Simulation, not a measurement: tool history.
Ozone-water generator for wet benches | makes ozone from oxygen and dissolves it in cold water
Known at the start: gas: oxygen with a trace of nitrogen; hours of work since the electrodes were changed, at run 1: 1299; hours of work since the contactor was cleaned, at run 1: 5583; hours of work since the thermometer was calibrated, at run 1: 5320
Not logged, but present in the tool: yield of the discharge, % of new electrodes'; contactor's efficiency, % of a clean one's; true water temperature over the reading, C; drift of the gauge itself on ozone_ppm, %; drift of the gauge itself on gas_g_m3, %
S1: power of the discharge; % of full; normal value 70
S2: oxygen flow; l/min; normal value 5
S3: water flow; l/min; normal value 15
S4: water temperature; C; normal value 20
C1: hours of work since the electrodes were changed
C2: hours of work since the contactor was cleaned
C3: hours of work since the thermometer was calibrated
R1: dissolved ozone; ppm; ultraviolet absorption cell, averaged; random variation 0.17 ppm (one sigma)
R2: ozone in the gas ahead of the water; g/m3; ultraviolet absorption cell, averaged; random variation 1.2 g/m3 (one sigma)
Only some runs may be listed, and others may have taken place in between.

run	day	S1	S2	S3	S4	C1	C2	C3	R1	R2
1	0	70	5	15	20	1299	5583	5320	22	213.5
2	1.479	70	5	15	14	1321	5605	5341	24.6	213.8
3	3.017	70	5	15	20	1344	5627	5364	22.6	214
4	6.104	70	5	15	20	1389	5673	5409	22.3	215.4
5	7.746	70	5	15	20	1413	5697	5433	22.1	214.8
6	10.025	70	6.2	15	20	1447	5730	5467	21.6	189.7
7	12.171	70	5	15	20	1478	5762	5499	22.5	214.7
8	13.758	70	5	15	20	1502	5785	5522	22.1	216.7
9	16.012	70	5	15	20	1535	5818	5555	22.2	216
10	18.912	47	5	15	20	1578	5861	5598	17.2	162.9
11	20.538	47	5	15	20	1601	5885	5622	17.1	163.8
12	23.275	70	3.67	15	20	1642	5925	5662	22.7	255.9
13	26.475	70	3.67	15	20	1689	5972	5709	22.3	258.9
14	28.171	70	4.87	15	20	1714	5997	5734	22.3	217.9
15	30.9	70	4.87	15	20	1754	6037	5774	22.5	217.5
16	32.562	47	6.08	15	20	1778	6062	5798	16.5	146.8
# day 33.738: water thermometer calibrated
17	34.95	70	5	15	15	1813	6097	18	24	215.8
18	36.367	49	5.8	22	23	1834	6117	39	12.3	153.7
19	39.454	55	6.38	22	16	1879	6163	84	14.7	158.5
20	40.958	92	4.14	11	20	1901	6185	106	34	289.8
21	42.529	73	7.71	21	15	1925	6208	129	18.5	172.8
22	45.638	73	7.64	11	24	1970	6254	175	23.9	174.9
23	47.254	46	5	10	20	1994	6278	199	22.3	161.8
24	50.396	100	2.81	9	20	2040	6324	245	43.7	383.2
25	52.292	100	2.81	9	20	2068	6352	273	43.2	382.6
26	54.554	70	5.46	15	20	2101	6385	306	22	205
27	57.333	70	5.46	15	20	2142	6426	347	22.3	206.9
28	60.129	44	3.75	15	20	2183	6467	388	16.5	186.1

Below are 3 alternative next runs, each starting from the tool's condition after run 28. Predict each:
A	62.446	60	4.82	12	20	2217	6501	422	?	?
B	62.446	70	2.58	18	25	2217	6501	422	?	?
C	62.446	41	7.81	15	15	2217	6501	422	?	?

run	R1	R2
A	23.4	197.1
B	18.2	313.1
C	16.2	115.9
Take away the tool's hidden state, keep each run's random variation, and the runs would have read:
run	R1	R2
A	23.4	197.2
B	18.2	313.3
C	16.2	115.9
